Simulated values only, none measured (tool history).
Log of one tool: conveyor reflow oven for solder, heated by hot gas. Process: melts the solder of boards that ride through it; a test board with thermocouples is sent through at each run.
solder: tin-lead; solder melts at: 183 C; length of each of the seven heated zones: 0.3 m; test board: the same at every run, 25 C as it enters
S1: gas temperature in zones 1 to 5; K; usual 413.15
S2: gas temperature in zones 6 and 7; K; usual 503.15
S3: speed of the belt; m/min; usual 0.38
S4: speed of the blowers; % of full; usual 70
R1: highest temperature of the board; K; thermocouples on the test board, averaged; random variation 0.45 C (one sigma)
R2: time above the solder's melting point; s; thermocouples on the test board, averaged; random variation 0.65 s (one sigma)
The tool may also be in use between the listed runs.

| run | hour | S1 | S2 | S3 | S4 | R1 | R2 |
|---|---|---|---|---|---|---|---|
| 1 | 0 | 413.15 | 503.15 | 0.38 | 70 | 485.95 | 68.3 |
| 2 | 63.3 | 413.15 | 503.15 | 0.38 | 70 | 486.45 | 68.5 |
| 3 | 126.2 | 413.15 | 503.15 | 0.38 | 70 | 485.85 | 67.8 |
| 4 | 192.4 | 413.15 | 503.15 | 0.317 | 70 | 490.75 | 88.3 |
| 5 | 225.5 | 413.15 | 503.15 | 0.317 | 70 | 489.95 | 88.7 |
|  | 236.3 | flux residue cleaned out of gas plates and filters |
| 6 | 292.2 | 413.15 | 503.15 | 0.317 | 70 | 492.15 | 90.7 |
| 7 | 331.9 | 413.15 | 503.15 | 0.317 | 70 | 492.45 | 91.8 |
| 8 | 395.2 | 413.15 | 503.15 | 0.38 | 61 | 484.75 | 65.9 |
| 9 | 435.9 | 413.15 | 503.15 | 0.331 | 70 | 490.65 | 85.3 |
| 10 | 491.5 | 413.15 | 503.15 | 0.38 | 65 | 485.05 | 67.6 |
| 11 | 546.3 | 413.15 | 503.15 | 0.38 | 70 | 486.85 | 68.6 |
| 12 | 604.4 | 413.15 | 507.15 | 0.38 | 70 | 489.05 | 71.6 |
| 13 | 644 | 413.15 | 508.15 | 0.38 | 70 | 490.75 | 74 |
| 14 | 676.4 | 413.15 | 508.15 | 0.38 | 70 | 489.15 | 72.5 |
| 15 | 728.8 | 413.15 | 508.15 | 0.38 | 70 | 489.15 | 73.1 |
| 16 | 762.9 | 410.15 | 517.15 | 0.457 | 70 | 488.75 | 58.4 |
|  | 817 | flux residue cleaned out of gas plates and filters |
| 17 | 830.4 | 410.15 | 517.15 | 0.457 | 70 | 493.15 | 62 |
| 18 | 862.7 | 410.15 | 517.15 | 0.457 | 70 | 491.85 | 60.4 |
| 19 | 905 | 413.15 | 503.15 | 0.385 | 70 | 485.75 | 69.2 |
| 20 | 942.7 | 424.15 | 511.15 | 0.3 | 87 | 503.85 | 115.6 |
| 21 | 991.7 | 415.15 | 511.15 | 0.3 | 87 | 503.45 | 109.6 |
| 22 | 1034.1 | 413.15 | 505.15 | 0.399 | 70 | 486.55 | 67 |
| 23 | 1075.7 | 413.15 | 505.15 | 0.399 | 70 | 485.65 | 66.9 |
| 24 | 1138.1 | 405.15 | 494.15 | 0.399 | 69 | 474.55 | 47.3 |
| 25 | 1180.9 | 404.15 | 494.15 | 0.399 | 69 | 474.55 | 46.6 |
| 26 | 1214.5 | 409.15 | 493.15 | 0.459 | 74 | 470.25 | 36.9 |
| 27 | 1254.6 | 399.15 | 497.15 | 0.411 | 53 | 468.55 | 31.1 |
|  | 1277.9 | belt drive overhauled, speed set with a stopwatch |
| 28 | 1319 | 413.15 | 511.15 | 0.38 | 70 | 490.95 | 71.2 |
| 29 | 1361 | 425.15 | 503.15 | 0.425 | 51 | 476.25 | 51.6 |
|  | 1402.9 | flux residue cleaned out of gas plates and filters |
| 30 | 1412.6 | 399.15 | 508.15 | 0.426 | 55 | 478.05 | 42.7 |

Hidden state or all else? Some run-to-run changes of R1, split into what the settings, what came in and random variation would give without the hidden state, and what is left for the hidden state (with any gauge scatter that isn't in both results):
The hidden state here: heat that the gas passes to the board, % of a clean oven's; belt's true speed, % of the reading; true gas temperature in zones 6 and 7 over the reading, C; drift of the gauge itself on peak_c, C; drift of the gauge itself on liquid_s, %.
Run 5 -> 6: flux residue cleaned out of gas plates and filters. R1 +2.2 K: hidden state +1.9, all else +0.3.
Run 16 -> 17: flux residue cleaned out of gas plates and filters. R1 +4.4 K: hidden state +3.5, all else +0.9.
Run 19 -> 20: S1 413.15 -> 424.15, S2 503.15 -> 511.15, S3 0.385 -> 0.3, S4 70 -> 87. R1 +18.1 K: hidden state -0.5, all else +18.6.
Run 21 -> 22: S1 415.15 -> 413.15, S2 511.15 -> 505.15, S3 0.3 -> 0.399, S4 87 -> 70. R1 -16.9 K: hidden state +0.1, all else -17.
Run 27 -> 28: S1 399.15 -> 413.15, S2 497.15 -> 511.15, S3 0.411 -> 0.38, S4 53 -> 70, belt drive overhauled, speed set with a stopwatch. R1 +22.4 K: hidden state -1.9, all else +24.3.
